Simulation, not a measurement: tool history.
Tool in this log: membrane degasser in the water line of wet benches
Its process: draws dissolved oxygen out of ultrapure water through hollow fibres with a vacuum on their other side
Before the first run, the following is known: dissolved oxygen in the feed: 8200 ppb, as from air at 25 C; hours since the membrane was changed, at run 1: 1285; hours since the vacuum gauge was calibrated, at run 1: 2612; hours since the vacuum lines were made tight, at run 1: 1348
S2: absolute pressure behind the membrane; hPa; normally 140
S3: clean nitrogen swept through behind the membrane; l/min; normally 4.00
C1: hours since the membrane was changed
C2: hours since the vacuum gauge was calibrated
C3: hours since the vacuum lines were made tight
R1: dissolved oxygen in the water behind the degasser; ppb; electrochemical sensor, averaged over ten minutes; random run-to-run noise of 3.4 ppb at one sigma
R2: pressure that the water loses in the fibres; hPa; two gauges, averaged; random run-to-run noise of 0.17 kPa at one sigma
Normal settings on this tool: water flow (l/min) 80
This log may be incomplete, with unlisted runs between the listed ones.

{"run": 1, "hour": 0.0, "water flow (l/min)": 80, "S2": 140, "S3": 4.0, "C1": 1285, "C2": 2612, "C3": 1348, "R1": 465.8, "R2": 271.0}
{"run": 2, "hour": 35.2, "water flow (l/min)": 80, "S2": 140, "S3": 4.0, "C1": 1320, "C2": 2648, "C3": 1383, "R1": 469.4, "R2": 274.3}
{"run": 3, "hour": 73.5, "water flow (l/min)": 80, "S2": 98, "S3": 4.0, "C1": 1358, "C2": 2686, "C3": 1422, "R1": 289.5, "R2": 271.9}
{"run": 4, "hour": 95.0, "water flow (l/min)": 80, "S2": 266, "S3": 4.0, "C1": 1380, "C2": 2707, "C3": 1443, "R1": 946.8, "R2": 272.9}
{"run": 5, "hour": 123.3, "water flow (l/min)": 80, "S2": 140, "S3": 4.0, "C1": 1408, "C2": 2736, "C3": 1471, "R1": 464.0, "R2": 271.8}
{"run": 6, "hour": 155.7, "water flow (l/min)": 70, "S2": 140, "S3": 4.0, "C1": 1441, "C2": 2768, "C3": 1504, "R1": 411.8, "R2": 236.4}
{"run": 7, "hour": 186.6, "water flow (l/min)": 70, "S2": 140, "S3": 4.0, "C1": 1472, "C2": 2799, "C3": 1535, "R1": 410.0, "R2": 236.8}
{"run": 8, "hour": 228.5, "water flow (l/min)": 59, "S2": 140, "S3": 4.0, "C1": 1513, "C2": 2841, "C3": 1577, "R1": 352.4, "R2": 201.0}
{"run": 9, "hour": 253.8, "water flow (l/min)": 80, "S2": 140, "S3": 4.0, "C1": 1539, "C2": 2866, "C3": 1602, "R1": 466.5, "R2": 271.3}
{"run": 10, "hour": 286.3, "water flow (l/min)": 110, "S2": 229, "S3": 5.49, "C1": 1571, "C2": 2899, "C3": 1634, "R1": 833.2, "R2": 373.3}
{"run": 11, "hour": 314.6, "water flow (l/min)": 110, "S2": 229, "S3": 5.49, "C1": 1599, "C2": 2927, "C3": 1663, "R1": 825.6, "R2": 374.9}
{"run": 12, "hour": 351.7, "water flow (l/min)": 52, "S2": 140, "S3": 10.16, "C1": 1637, "C2": 2964, "C3": 1700, "R1": 133.4, "R2": 178.4}
{"run": 13, "hour": 392.8, "water flow (l/min)": 52, "S2": 140, "S3": 10.16, "C1": 1678, "C2": 3005, "C3": 1741, "R1": 132.4, "R2": 176.4}
{"run": 14, "hour": 417.3, "water flow (l/min)": 81, "S2": 140, "S3": 6.98, "C1": 1702, "C2": 3030, "C3": 1765, "R1": 288.7, "R2": 270.7}
{"run": 15, "hour": 438.9, "water flow (l/min)": 87, "S2": 267, "S3": 9.69, "C1": 1724, "C2": 3051, "C3": 1787, "R1": 482.5, "R2": 296.0}
{"run": 16, "hour": 477.6, "water flow (l/min)": 87, "S2": 267, "S3": 9.69, "C1": 1763, "C2": 3090, "C3": 1826, "R1": 480.4, "R2": 294.1}
{"run": 17, "hour": 514.2, "water flow (l/min)": 80, "S2": 90, "S3": 4.0, "C1": 1799, "C2": 3127, "C3": 1862, "R1": 258.0, "R2": 272.4}

Below are 4 alternative next runs, each starting from the tool's condition after run 17. Predict each:
{"run": "A", "hour": 543.0, "water flow (l/min)": 68, "S2": 114, "S3": 2.92, "C1": 1828, "C2": 3156, "C3": 1891, "R1": "?", "R2": "?"}
{"run": "B", "hour": 543.0, "water flow (l/min)": 64, "S2": 229, "S3": 4.0, "C1": 1828, "C2": 3156, "C3": 1891, "R1": "?", "R2": "?"}
{"run": "C", "hour": 543.0, "water flow (l/min)": 80, "S2": 111, "S3": 4.0, "C1": 1828, "C2": 3156, "C3": 1891, "R1": "?", "R2": "?"}
{"run": "D", "hour": 543.0, "water flow (l/min)": 58, "S2": 205, "S3": 10.02, "C1": 1828, "C2": 3156, "C3": 1891, "R1": "?", "R2": "?"}

run=A R1=404.4 R2=229.7
run=B R1=665.6 R2=215.1
run=C R1=348.9 R2=272.6
run=D R1=235.6 R2=198.4
With no hidden state in the tool, these same runs would have given:
run=A R1=404.0 R2=229.6
run=B R1=665.2 R2=215.0
run=C R1=348.4 R2=272.5
run=D R1=235.4 R2=198.3
